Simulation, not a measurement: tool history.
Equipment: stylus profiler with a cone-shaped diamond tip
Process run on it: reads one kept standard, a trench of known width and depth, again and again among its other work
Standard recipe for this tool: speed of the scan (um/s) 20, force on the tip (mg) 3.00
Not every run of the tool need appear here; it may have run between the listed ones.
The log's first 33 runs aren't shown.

run,hour,speed of the scan (um/s),force on the tip (mg),depth of the trench (Å),width of the trench's floor (µm)
34,659.0,20,7.66,1037.4,48.74
35,680.2,25,6.85,1034.4,48.71
36,706.6,10,1.41,1012.3,48.70
37,732.5,10,1.41,1011.8,48.72
38,759.0,10,1.41,1011.6,48.67
39,773.2,10,3.00,1020.1,48.66
40,799.8,58,1.28,1011.5,48.46
41,828.0,12,8.17,1038.6,48.72
42,848.6,48,1.22,1010.7,48.45
43,875.8,9,2.07,1015.5,48.69
44,890.0,10,3.00,1020.3,48.75
# hour 893.1: height scale calibrated on a step standard
45,918.9,10,3.00,1020.1,48.70
46,941.0,10,3.00,1020.4,48.77
47,954.9,53,3.00,1019.9,48.55

Forecast each of these 4 alternatives for the next run:
A,975.0,11,7.90,?,?
B,975.0,8,3.00,?,?
C,975.0,6,1.70,?,?
D,975.0,20,1.94,?,?

run,depth of the trench (Å),width of the trench's floor (µm)
A,1037.8,48.72
B,1020.1,48.73
C,1013.4,48.73
D,1014.5,48.69
The same runs, with their run-to-run variation unchanged, on a tool lacking any hidden condition would have given:
run,depth of the trench (Å),width of the trench's floor (µm)
A,1037.8,48.73
B,1020.1,48.74
C,1013.4,48.74
D,1014.5,48.70
